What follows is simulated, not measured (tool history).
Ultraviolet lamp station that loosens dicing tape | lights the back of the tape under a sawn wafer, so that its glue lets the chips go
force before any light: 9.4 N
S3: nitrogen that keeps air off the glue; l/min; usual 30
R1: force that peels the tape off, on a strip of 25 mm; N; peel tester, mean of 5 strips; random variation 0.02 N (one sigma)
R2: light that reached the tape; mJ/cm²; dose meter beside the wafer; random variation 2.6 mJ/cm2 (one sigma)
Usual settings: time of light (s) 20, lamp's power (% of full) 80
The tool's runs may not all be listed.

Run 1, hour 0: usual settings. Result: R1 1.192 N, R2 287 mJ/cm².
Run 2, hour 10: usual settings. Result: R1 1.25 N, R2 291 mJ/cm².
Run 3, hour 17: usual settings. Result: R1 1.297 N, R2 285 mJ/cm².
Run 4, hour 26.6: usual settings but time of light (s) 23. Result: R1 0.967 N, R2 324 mJ/cm².
Run 5, hour 35.1: usual settings but time of light (s) 23. Result: R1 0.981 N, R2 325 mJ/cm².
Run 6, hour 43: usual settings but time of light (s) 23. Result: R1 0.974 N, R2 320 mJ/cm².
Run 7, hour 49.2: usual settings but time of light (s) 23. Result: R1 0.959 N, R2 319 mJ/cm².
Run 8, hour 54: usual settings. Result: R1 1.286 N, R2 280 mJ/cm².
Run 9, hour 61.4: usual settings. Result: R1 1.26 N, R2 284 mJ/cm².
Run 10, hour 71.2: usual settings. Result: R1 1.351 N, R2 282 mJ/cm².
Run 11, hour 79.4: usual settings. Result: R1 1.358 N, R2 279 mJ/cm².
Run 12, hour 85.1: usual settings but time of light (s) 15, lamp's power (% of full) 82. Result: R1 1.956 N, R2 213 mJ/cm².
Run 13, hour 95.8: usual settings but time of light (s) 15, lamp's power (% of full) 82. Result: R1 1.983 N, R2 210 mJ/cm².
Run 14, hour 103.6: usual settings but time of light (s) 15, lamp's power (% of full) 82. Result: R1 2.158 N, R2 211 mJ/cm².
At hour 104.7: window cleaned of glue's vapour.
Run 15, hour 111: usual settings but time of light (s) 15, lamp's power (% of full) 82. Result: R1 2.15 N, R2 209 mJ/cm².
Run 16, hour 117.1: usual settings but time of light (s) 15. Result: R1 2.126 N, R2 207 mJ/cm².
Run 17, hour 124.5: usual settings but time of light (s) 15, S3 49 l/min. Result: R1 1.774 N, R2 200 mJ/cm².
Run 18, hour 134.8: usual settings but time of light (s) 28, S3 49 l/min. Result: R1 0.528 N, R2 380 mJ/cm².
Run 19, hour 145.7: usual settings but time of light (s) 24, S3 49 l/min. Result: R1 0.765 N, R2 322 mJ/cm².
At hour 154.8: window cleaned of glue's vapour, once more.
Run 20, hour 156.4: usual settings but S3 59 l/min. Result: R1 0.826 N, R2 289 mJ/cm².
Run 21, hour 163.8: usual settings but time of light (s) 19, lamp's power (% of full) 65, S3 39 l/min. Result: R1 1.638 N, R2 226 mJ/cm².

Forecast each of these 4 alternatives for the next run:
Run A, hour 171.9: usual settings but lamp's power (% of full) 75. Result: R1 ?, R2 ?.
Run B, hour 171.9: usual settings but time of light (s) 33, lamp's power (% of full) 65, S3 10 l/min. Result: R1 ?, R2 ?.
Run C, hour 171.9: usual settings but time of light (s) 19, lamp's power (% of full) 100, S3 39 l/min. Result: R1 ?, R2 ?.
Run D, hour 171.9: usual settings but time of light (s) 19, lamp's power (% of full) 65, S3 17 l/min. Result: R1 ?, R2 ?.

run     R1   R2
  A  1.372  274
  B  1.359  394
  C  0.727  344
  D  2.402  223
Without the tool's hidden state the same runs would have given:
run     R1   R2
  A  1.145  302
  B  1.135  434
  C  0.589  379
  D  2.103  246

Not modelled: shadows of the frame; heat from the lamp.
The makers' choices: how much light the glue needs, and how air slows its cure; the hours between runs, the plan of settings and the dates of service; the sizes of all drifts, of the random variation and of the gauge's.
